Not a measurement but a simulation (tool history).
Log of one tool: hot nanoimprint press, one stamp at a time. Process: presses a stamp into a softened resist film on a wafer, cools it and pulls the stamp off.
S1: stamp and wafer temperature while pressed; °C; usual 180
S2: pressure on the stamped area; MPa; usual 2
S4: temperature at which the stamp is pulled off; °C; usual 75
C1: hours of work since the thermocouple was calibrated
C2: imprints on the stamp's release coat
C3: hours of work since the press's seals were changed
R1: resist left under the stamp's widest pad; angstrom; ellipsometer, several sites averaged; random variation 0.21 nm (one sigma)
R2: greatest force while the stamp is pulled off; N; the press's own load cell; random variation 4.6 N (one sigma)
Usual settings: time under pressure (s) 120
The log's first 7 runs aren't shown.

run 8 day=7.571 | S1=180 S2=2 time_under_pressure_(s)=120 S4=75 | C1=50 C2=839 C3=231 | R1=1371 R2=227
run 9 day=8.917 | S1=180 S2=2 time_under_pressure_(s)=120 S4=75 | C1=71 C2=904 C3=252 | R1=1374 R2=229
run 10 day=9.625 | S1=180 S2=2 time_under_pressure_(s)=120 S4=75 | C1=82 C2=938 C3=263 | R1=1372 R2=224
run 11 day=10.696 | S1=180 S2=2 time_under_pressure_(s)=120 S4=75 | C1=98 C2=989 C3=279 | R1=1373 R2=231
run 12 day=12.033 | S1=180 S2=2 time_under_pressure_(s)=120 S4=75 | C1=118 C2=1054 C3=299 | R1=1375 R2=232
run 13 day=13.321 | S1=180 S2=2 time_under_pressure_(s)=149 S4=75 | C1=138 C2=1116 C3=319 | R1=1271 R2=226
-- day=13.508 gauge calibrated
run 14 day=14.296 | S1=180 S2=2 time_under_pressure_(s)=149 S4=75 | C1=153 C2=1163 C3=334 | R1=1261 R2=227
run 15 day=15.6 | S1=180 S2=2 time_under_pressure_(s)=149 S4=75 | C1=172 C2=1226 C3=353 | R1=1266 R2=223
run 16 day=16.258 | S1=180 S2=1.34 time_under_pressure_(s)=120 S4=82 | C1=182 C2=1258 C3=363 | R1=1696 R2=198
run 17 day=17.171 | S1=180 S2=1.34 time_under_pressure_(s)=120 S4=82 | C1=196 C2=1302 C3=377 | R1=1691 R2=199
run 18 day=18.333 | S1=186 S2=2.02 time_under_pressure_(s)=198 S4=78 | C1=214 C2=1358 C3=395 | R1=914 R2=211
run 19 day=19.242 | S1=180 S2=1.37 time_under_pressure_(s)=73 S4=66 | C1=228 C2=1402 C3=409 | R1=1964 R2=272
run 20 day=20.571 | S1=181 S2=1.37 time_under_pressure_(s)=73 S4=79 | C1=248 C2=1466 C3=429 | R1=1907 R2=207
run 21 day=21.642 | S1=180 S2=1.4 time_under_pressure_(s)=235 S4=83 | C1=264 C2=1518 C3=445 | R1=1316 R2=193
run 22 day=22.621 | S1=180 S2=1.61 time_under_pressure_(s)=146 S4=83 | C1=279 C2=1565 C3=460 | R1=1443 R2=194
run 23 day=23.296 | S1=189 S2=2 time_under_pressure_(s)=93 S4=75 | C1=289 C2=1597 C3=470 | R1=1112 R2=233
run 24 day=24.425 | S1=189 S2=2 time_under_pressure_(s)=93 S4=75 | C1=307 C2=1652 C3=488 | R1=1110 R2=222
run 25 day=25.679 | S1=180 S2=2 time_under_pressure_(s)=120 S4=64 | C1=326 C2=1712 C3=507 | R1=1376 R2=297
run 26 day=27.058 | S1=190 S2=1.34 time_under_pressure_(s)=120 S4=64 | C1=347 C2=1779 C3=528 | R1=1240 R2=273
run 27 day=28.512 | S1=190 S2=1.34 time_under_pressure_(s)=120 S4=64 | C1=369 C2=1849 C3=550 | R1=1240 R2=279
run 28 day=29.858 | S1=180 S2=2 time_under_pressure_(s)=74 S4=66 | C1=389 C2=1914 C3=570 | R1=1632 R2=270
run 29 day=30.642 | S1=180 S2=2 time_under_pressure_(s)=74 S4=66 | C1=401 C2=1952 C3=582 | R1=1632 R2=279
-- day=31.167 plate thermocouple calibrated
run 30 day=31.583 | S1=180 S2=1.2 time_under_pressure_(s)=74 S4=62 | C1=6 C2=1991 C3=594 | R1=2102 R2=299

Forecast each of these 4 alternatives for the next run:
run A day=32.296 | S1=177 S2=3.01 time_under_pressure_(s)=190 S4=75 | C1=17 C2=2025 C3=605 | R1=? R2=?
run B day=32.296 | S1=180 S2=1.2 time_under_pressure_(s)=74 S4=67 | C1=17 C2=2025 C3=605 | R1=? R2=?
run C day=32.296 | S1=185 S2=1.2 time_under_pressure_(s)=77 S4=69 | C1=17 C2=2025 C3=605 | R1=? R2=?
run D day=32.296 | S1=180 S2=1.44 time_under_pressure_(s)=108 S4=76 | C1=17 C2=2025 C3=605 | R1=? R2=?

run=A R1=1036 R2=227
run=B R1=2100 R2=260
run=C R1=1794 R2=259
run=D R1=1712 R2=219
Without the tool's hidden state the same runs would have given:
run=A R1=1019 R2=225
run=B R1=2067 R2=258
run=C R1=1765 R2=257
run=D R1=1685 R2=218
